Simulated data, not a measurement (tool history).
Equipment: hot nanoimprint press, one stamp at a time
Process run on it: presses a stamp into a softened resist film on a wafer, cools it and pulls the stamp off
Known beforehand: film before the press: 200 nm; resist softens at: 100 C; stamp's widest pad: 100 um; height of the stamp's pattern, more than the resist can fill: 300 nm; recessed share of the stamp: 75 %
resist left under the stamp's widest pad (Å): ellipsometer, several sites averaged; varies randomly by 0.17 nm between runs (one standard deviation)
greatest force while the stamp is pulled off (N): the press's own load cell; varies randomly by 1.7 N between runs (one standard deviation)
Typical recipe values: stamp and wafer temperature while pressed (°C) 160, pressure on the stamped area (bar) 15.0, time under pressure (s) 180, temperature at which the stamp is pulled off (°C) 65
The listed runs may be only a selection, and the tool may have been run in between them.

run	day	stamp and wafer temperature while pressed (°C)	pressure on the stamped area (bar)	time under pressure (s)	temperature at which the stamp is pulled off (°C)	resist left under the stamp's widest pad (Å)	greatest force while the stamp is pulled off (N)
1	0.000	160	15.0	180	65	1123	215
2	0.288	160	15.0	180	65	1119	214
3	0.533	160	15.0	180	65	1119	217
4	1.042	149	15.0	180	65	1683	217
# day 1.617: stamp cleaned and given a new release coat
5	1.700	149	15.0	297	65	1548	191
6	2.125	160	19.6	180	65	1008	191
7	2.454	148	15.0	180	65	1724	192
8	2.954	160	15.0	180	52	1119	231
9	3.325	160	15.0	180	65	1114	198
10	3.796	160	15.0	180	65	1117	200
11	4.025	160	15.0	180	65	1113	200
12	4.408	160	20.9	180	65	978	203
13	4.667	160	20.9	180	65	980	202
14	4.912	160	10.1	180	65	1278	206
15	5.129	160	15.0	180	65	1116	207
16	5.496	160	15.0	180	60	1112	219
17	6.008	160	23.9	180	65	925	210
18	6.433	160	19.6	126	60	1133	225
19	6.658	149	15.0	180	65	1677	214
20	6.871	151	15.0	113	65	1710	215
21	7.200	151	15.0	113	65	1707	215
22	7.492	151	15.0	113	65	1709	217
# day 7.854: stamp cleaned and given a new release coat
23	8.196	151	15.0	113	65	1704	192
24	8.571	160	13.9	239	57	1035	211
# day 8.854: plate thermocouple calibrated
25	9.062	160	13.9	236	57	1064	215
26	9.283	159	13.9	236	69	1115	185
27	9.800	152	15.0	180	65	1555	200
28	10.196	152	15.0	180	65	1554	200
29	10.458	152	23.2	96	65	1600	201

5 options for the next run, each taken on its own from the tool as it stands now. Forecast them:
A	10.696	152	23.2	96	73	?	?
B	10.696	160	17.8	180	65	?	?
C	10.696	157	15.9	349	65	?	?
D	10.696	160	15.0	180	58	?	?
E	10.696	160	15.0	104	61	?	?

run	resist left under the stamp's widest pad (Å)	greatest force while the stamp is pulled off (N)
A	1598	180
B	1059	199
C	1018	201
D	1127	222
E	1330	211
With the hidden condition removed and each run's random variation left untouched, the same runs would have given:
run	resist left under the stamp's widest pad (Å)	greatest force while the stamp is pulled off (N)
A	1586	168
B	1047	186
C	1008	188
D	1117	208
E	1320	197

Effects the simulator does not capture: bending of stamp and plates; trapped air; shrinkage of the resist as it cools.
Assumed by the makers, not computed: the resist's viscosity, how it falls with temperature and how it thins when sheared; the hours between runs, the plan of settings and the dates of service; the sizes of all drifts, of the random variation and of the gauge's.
